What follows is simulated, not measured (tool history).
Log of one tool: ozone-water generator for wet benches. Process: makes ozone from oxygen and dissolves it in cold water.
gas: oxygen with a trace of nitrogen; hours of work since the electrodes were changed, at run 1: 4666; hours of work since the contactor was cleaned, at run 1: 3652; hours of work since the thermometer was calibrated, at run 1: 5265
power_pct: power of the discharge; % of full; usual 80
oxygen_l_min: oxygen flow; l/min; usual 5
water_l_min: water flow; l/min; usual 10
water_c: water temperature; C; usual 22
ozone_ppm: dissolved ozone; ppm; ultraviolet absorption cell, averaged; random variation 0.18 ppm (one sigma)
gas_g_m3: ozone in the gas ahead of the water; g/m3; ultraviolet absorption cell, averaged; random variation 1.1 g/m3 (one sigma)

run    hour  power_pct  oxygen_l_min  water_l_min  water_c  hours of work since the electrodes were changed  hours of work since the contactor was cleaned  hours of work since the thermometer was calibrated  ozone_ppm  gas_g_m3
  1       0         80             5           10       22                                             4666                                           3652                                                5265       19.7     167.7
      164.5  -- contactor cleaned
  2   224.8         80             5            6       22                                             4814                                             40                                                5413       26.1       165
  3   400.5         80             5            6       22                                             4931                                            158                                                5530         26     165.2
  4   537.8         80             5            7       22                                             5023                                            250                                                5622       23.6     164.6
      654.6  -- contactor cleaned, once more
  5   654.9         80             5            9       22                                             5099                                              0                                                5698       22.8     164.3
  6   809.9         80             5            9       22                                             5203                                            104                                                5802       22.9     163.6
  7     998         80          6.02           10       22                                             5329                                            230                                                5928       20.1     146.8
     1097.7  -- water thermometer calibrated
  8  1177.7         80          6.02           10       22                                             5449                                            350                                                  54       19.7     144.4
  9  1286.1         80          6.02           10       22                                             5521                                            422                                                 126       19.8     145.7
 10  1434.3         80          4.03           10       22                                             5620                                            521                                                 225       21.6     184.6
 11  1612.2         80          4.03           10       22                                             5739                                            640                                                 344       21.2       182
 12  1815.6         80             5           10       22                                             5875                                            777                                                 480       20.5     158.6
 13    1954         80             5           10       22                                             5968                                            869                                                 573       20.1     159.6
 14  2104.9         80             5           10       22                                             6069                                            970                                                 674       20.3     158.9
 15  2216.1         80             5           10       15                                             6143                                           1045                                                 748       22.9       159
 16  2419.1         80             5           10       22                                             6279                                           1180                                                 884       20.1     157.7
 17  2560.2         80             5           10       22                                             6374                                           1275                                                 979       19.6     158.3
     2708.6  -- electrodes of the discharge changed
 18  2741.1         80             5           10       22                                               22                                           1392                                                1096         24     193.6
 19  2879.7         48             5           10       22                                              114                                           1485                                                1188       16.4     129.7
 20  3019.1         80             5           10       26                                              208                                           1578                                                1282       22.2     191.9
 21  3200.3         80             5           10       26                                              329                                           1699                                                1403       21.9     192.2
 22  3357.2         80             5           10       26                                              434                                           1804                                                1508       21.6     189.2
 23  3510.1         80             5           10       26                                              536                                           1906                                                1610       21.9     189.6
 24  3724.3         80             5            8       23                                              680                                           2050                                                1754       27.1     190.3
 25  3824.2         44             5            8       23                                              746                                           2117                                                1820       16.9     120.5
 26    3975         61          6.06            8       23                                              847                                           2218                                                1921       20.4     137.7
 27  4168.2         61          6.06            8       23                                              977                                           2347                                                2051         20     138.8
 28  4314.7         61          6.06            8       23                                             1075                                           2445                                                2149       20.1     137.3
 29  4530.1         61          5.71            8       23                                             1219                                           2589                                                2293       20.7     139.8
 30  4695.8         80          5.18           10       17                                             1330                                           2700                                                2404       24.6     182.8
 31  4823.4         80             5           11       22                                             1415                                           2785                                                2489       20.6     185.2
 32  5034.5         64             5           11       15                                             1556                                           2927                                                2630         20       158
 33  5174.5         70             5           10       22                                             1650                                           3020                                                2724       20.2     166.3
 34  5359.4         70             5           10       22                                             1774                                           3144                                                2848       19.8     166.1

Hidden state or all else? Some run-to-run changes of ozone_ppm, split into what the settings, what came in and random variation would give without the hidden state, and what is left for the hidden state (with any gauge scatter that isn't in both results):
The hidden state here: yield of the discharge, % of new electrodes'; contactor's efficiency, % of a clean one's; true water temperature over the reading, C; drift of the gauge itself on ozone_ppm, %; drift of the gauge itself on gas_g_m3, %.
Run 1 -> 2: water_l_min 10 -> 6, contactor cleaned. ozone_ppm +6.4 ppm: hidden state -2.8, all else +9.2.
Run 4 -> 5: water_l_min 7 -> 9, contactor cleaned, once more. ozone_ppm -0.8 ppm: hidden state +3.7, all else -4.5.
Run 17 -> 18: electrodes of the discharge changed. ozone_ppm +4.4 ppm: hidden state +4.5, all else -0.1.
Run 18 -> 19: power_pct 80 -> 48. ozone_ppm -7.6 ppm: hidden state +0.1, all else -7.7.
Run 24 -> 25: power_pct 80 -> 44. ozone_ppm -10.2 ppm: hidden state +0.7, all else -10.9.
